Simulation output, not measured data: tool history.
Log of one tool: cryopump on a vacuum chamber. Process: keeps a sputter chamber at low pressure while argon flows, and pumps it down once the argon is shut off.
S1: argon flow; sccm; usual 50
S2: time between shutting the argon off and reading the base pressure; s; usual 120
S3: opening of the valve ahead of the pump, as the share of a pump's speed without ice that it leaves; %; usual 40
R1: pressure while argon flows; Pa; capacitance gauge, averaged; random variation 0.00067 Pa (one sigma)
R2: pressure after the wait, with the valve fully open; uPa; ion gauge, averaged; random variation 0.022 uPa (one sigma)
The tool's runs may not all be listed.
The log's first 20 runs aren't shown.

run,hour,S1,S2,S3,R1,R2
21,1013.7,61,138,40,0.1384,1.23
22,1045.1,61,138,40,0.1369,1.2
23,1112.4,61,138,40,0.1378,1.26
24,1168.2,44,138,19,0.2092,1.24
# hour 1231.2: leaking fittings of the chamber tightened, without venting
25,1240.4,44,138,19,0.2087,0.59
26,1273.3,64,120,39,0.1498,0.64
27,1318.1,64,120,39,0.1495,0.67
28,1351.8,64,120,39,0.1511,0.66
29,1396.6,64,120,39,0.1507,0.69
30,1462.1,81,65,39,0.1915,1.08
31,1511.2,81,65,39,0.1896,1.15
32,1562.1,49,227,23,0.1924,0.52
33,1636.4,49,227,57,0.0809,0.57
34,1691,50,63,40,0.1158,1.23

4 ways to go on from here, each from the tool as it stands after run 34. What would each give?
A,1751.5,39,151,40,?,?
B,1751.5,22,105,39,?,?
C,1751.5,35,22,40,?,?
D,1751.5,50,120,36,?,?

run,R1,R2
A,0.0902,0.71
B,0.0525,0.91
C,0.0811,2.94
D,0.1295,0.86
Without the tool's hidden state the same runs would have given:
run,R1,R2
A,0.087,0.5
B,0.0507,0.69
C,0.0782,2.72
D,0.1254,0.64
